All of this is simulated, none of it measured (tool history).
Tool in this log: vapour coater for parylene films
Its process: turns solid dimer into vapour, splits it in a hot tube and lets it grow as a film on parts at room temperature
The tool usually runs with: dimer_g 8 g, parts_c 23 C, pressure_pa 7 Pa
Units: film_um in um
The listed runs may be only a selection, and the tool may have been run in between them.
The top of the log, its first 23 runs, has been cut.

| run | hour | dimer_g | parts_c | pressure_pa | film_um |
|---|---|---|---|---|---|
| 24 | 297.9 | 7 | 34 | 4.68 | 0.83 |
| 25 | 312 | 7 | 34 | 4.68 | 0.82 |
| 26 | 320.7 | 7 | 34 | 4.68 | 0.81 |
| 27 | 328.8 | 7 | 34 | 4.68 | 0.79 |
| 28 | 338.4 | 8 | 33 | 7 | 0.86 |
| 29 | 351.6 | 8 | 23 | 5.96 | 1.37 |
| 30 | 362.5 | 8 | 15 | 7 | 1.79 |
| 31 | 380.7 | 4 | 15 | 7 | 0.89 |
| 32 | 397.8 | 4 | 15 | 7 | 0.88 |
| 33 | 407.8 | 4 | 16 | 11.67 | 0.73 |
| 34 | 416.2 | 4 | 16 | 11.67 | 0.75 |
| 35 | 430.1 | 9 | 24 | 10.62 | 1.23 |
| 36 | 440.6 | 10 | 17 | 4.7 | 2.23 |
| 37 | 449.5 | 10 | 17 | 4.7 | 2.19 |
| 38 | 457.9 | 6 | 16 | 9.2 | 1.19 |
| 39 | 466.6 | 6 | 32 | 10.28 | 0.6 |
| 40 | 482 | 6 | 32 | 10.28 | 0.61 |
| 41 | 491.3 | 5 | 23 | 7 | 0.79 |
| 42 | 505 | 10 | 22 | 2.52 | 2.08 |
| 43 | 517.6 | 8 | 26 | 7 | 1.11 |
| 44 | 532.8 | 9 | 15 | 7.96 | 1.89 |
| 45 | 548.1 | 8 | 29 | 8.5 | 0.93 |
| 46 | 560.6 | 8 | 19 | 3.41 | 1.73 |

4 ways to go on from here, each from the tool as it stands after run 46. What would each give?
| A | 568.6 | 8 | 25 | 7 | ? |
| B | 568.6 | 5 | 19 | 4.66 | ? |
| C | 568.6 | 7 | 28 | 2.02 | ? |
| D | 568.6 | 10 | 27 | 3.41 | ? |

| run | film_um |
|---|---|
| A | 1.13 |
| B | 1.02 |
| C | 1.2 |
| D | 1.56 |
Take away the tool's hidden state, keep each run's random variation, and the runs would have read:
| run | film_um |
|---|---|
| A | 1.28 |
| B | 1.16 |
| C | 1.36 |
| D | 1.77 |
